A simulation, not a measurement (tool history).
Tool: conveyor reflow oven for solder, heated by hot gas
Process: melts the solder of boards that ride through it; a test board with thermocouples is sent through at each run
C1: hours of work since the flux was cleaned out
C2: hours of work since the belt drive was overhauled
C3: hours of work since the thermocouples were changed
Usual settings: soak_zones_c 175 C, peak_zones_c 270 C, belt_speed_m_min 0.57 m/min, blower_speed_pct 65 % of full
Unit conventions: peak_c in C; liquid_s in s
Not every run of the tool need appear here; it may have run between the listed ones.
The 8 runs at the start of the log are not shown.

run 9 hour=94.2 | soak_zones_c=175 peak_zones_c=270 belt_speed_m_min=0.57 blower_speed_pct=65 | C1=68 C2=314 C3=523 | peak_c=255.3 liquid_s=66.2
run 10 hour=112.2 | soak_zones_c=175 peak_zones_c=270 belt_speed_m_min=0.57 blower_speed_pct=65 | C1=78 C2=324 C3=533 | peak_c=255.6 liquid_s=65.3
run 11 hour=128.7 | soak_zones_c=175 peak_zones_c=270 belt_speed_m_min=0.589 blower_speed_pct=65 | C1=87 C2=333 C3=542 | peak_c=253.9 liquid_s=62.8
run 12 hour=144.3 | soak_zones_c=175 peak_zones_c=270 belt_speed_m_min=0.589 blower_speed_pct=65 | C1=95 C2=341 C3=551 | peak_c=253.3 liquid_s=63.5
run 13 hour=155.7 | soak_zones_c=175 peak_zones_c=270 belt_speed_m_min=0.57 blower_speed_pct=65 | C1=101 C2=347 C3=557 | peak_c=254.2 liquid_s=65.4
run 14 hour=169.7 | soak_zones_c=175 peak_zones_c=270 belt_speed_m_min=0.57 blower_speed_pct=65 | C1=109 C2=355 C3=564 | peak_c=254.5 liquid_s=65.6
run 15 hour=182.2 | soak_zones_c=175 peak_zones_c=270 belt_speed_m_min=0.57 blower_speed_pct=65 | C1=116 C2=362 C3=571 | peak_c=254.5 liquid_s=65.5
run 16 hour=193.2 | soak_zones_c=179 peak_zones_c=262 belt_speed_m_min=0.602 blower_speed_pct=85 | C1=122 C2=368 C3=577 | peak_c=250.4 liquid_s=61.7
run 17 hour=201.7 | soak_zones_c=179 peak_zones_c=262 belt_speed_m_min=0.602 blower_speed_pct=85 | C1=126 C2=372 C3=582 | peak_c=250.5 liquid_s=60.7
-- hour=207.4 belt drive overhauled, speed set with a stopwatch
run 18 hour=213.2 | soak_zones_c=175 peak_zones_c=270 belt_speed_m_min=0.55 blower_speed_pct=65 | C1=130 C2=3 C3=586 | peak_c=255.3 liquid_s=69.1
run 19 hour=230.7 | soak_zones_c=175 peak_zones_c=264 belt_speed_m_min=0.616 blower_speed_pct=81 | C1=140 C2=13 C3=595 | peak_c=249.9 liquid_s=58.2
run 20 hour=247.2 | soak_zones_c=175 peak_zones_c=264 belt_speed_m_min=0.67 blower_speed_pct=62 | C1=149 C2=22 C3=604 | peak_c=242.8 liquid_s=45.2
run 21 hour=262.7 | soak_zones_c=164 peak_zones_c=284 belt_speed_m_min=0.595 blower_speed_pct=82 | C1=157 C2=30 C3=612 | peak_c=268 liquid_s=68.3
run 22 hour=272 | soak_zones_c=184 peak_zones_c=260 belt_speed_m_min=0.57 blower_speed_pct=65 | C1=162 C2=35 C3=617 | peak_c=247.2 liquid_s=64.3
run 23 hour=283.9 | soak_zones_c=188 peak_zones_c=279 belt_speed_m_min=0.609 blower_speed_pct=65 | C1=169 C2=41 C3=624 | peak_c=262.4 liquid_s=71.1
run 24 hour=299.2 | soak_zones_c=188 peak_zones_c=279 belt_speed_m_min=0.609 blower_speed_pct=65 | C1=177 C2=50 C3=632 | peak_c=261.7 liquid_s=71.7
-- hour=310.1 belt drive overhauled, speed set with a stopwatch, once more
run 25 hour=313.6 | soak_zones_c=184 peak_zones_c=279 belt_speed_m_min=0.622 blower_speed_pct=52 | C1=182 C2=2 C3=638 | peak_c=256.5 liquid_s=63.2
run 26 hour=321 | soak_zones_c=190 peak_zones_c=279 belt_speed_m_min=0.622 blower_speed_pct=52 | C1=186 C2=6 C3=642 | peak_c=257.7 liquid_s=66.9
run 27 hour=330 | soak_zones_c=190 peak_zones_c=279 belt_speed_m_min=0.622 blower_speed_pct=52 | C1=191 C2=11 C3=647 | peak_c=257.9 liquid_s=66.9
run 28 hour=342.5 | soak_zones_c=184 peak_zones_c=270 belt_speed_m_min=0.57 blower_speed_pct=89 | C1=198 C2=17 C3=653 | peak_c=259.9 liquid_s=73.3

For run 29, what comes out?
run 29 hour=353.1 | soak_zones_c=167 peak_zones_c=270 belt_speed_m_min=0.509 blower_speed_pct=65 | C1=204 C2=23 C3=659 | peak_c=? liquid_s=?

peak_c: 255.6 C
liquid_s: 71.8 s
Without the tool's hidden state the same run would have given peak_c 257.6 C, liquid_s 73.5 s.
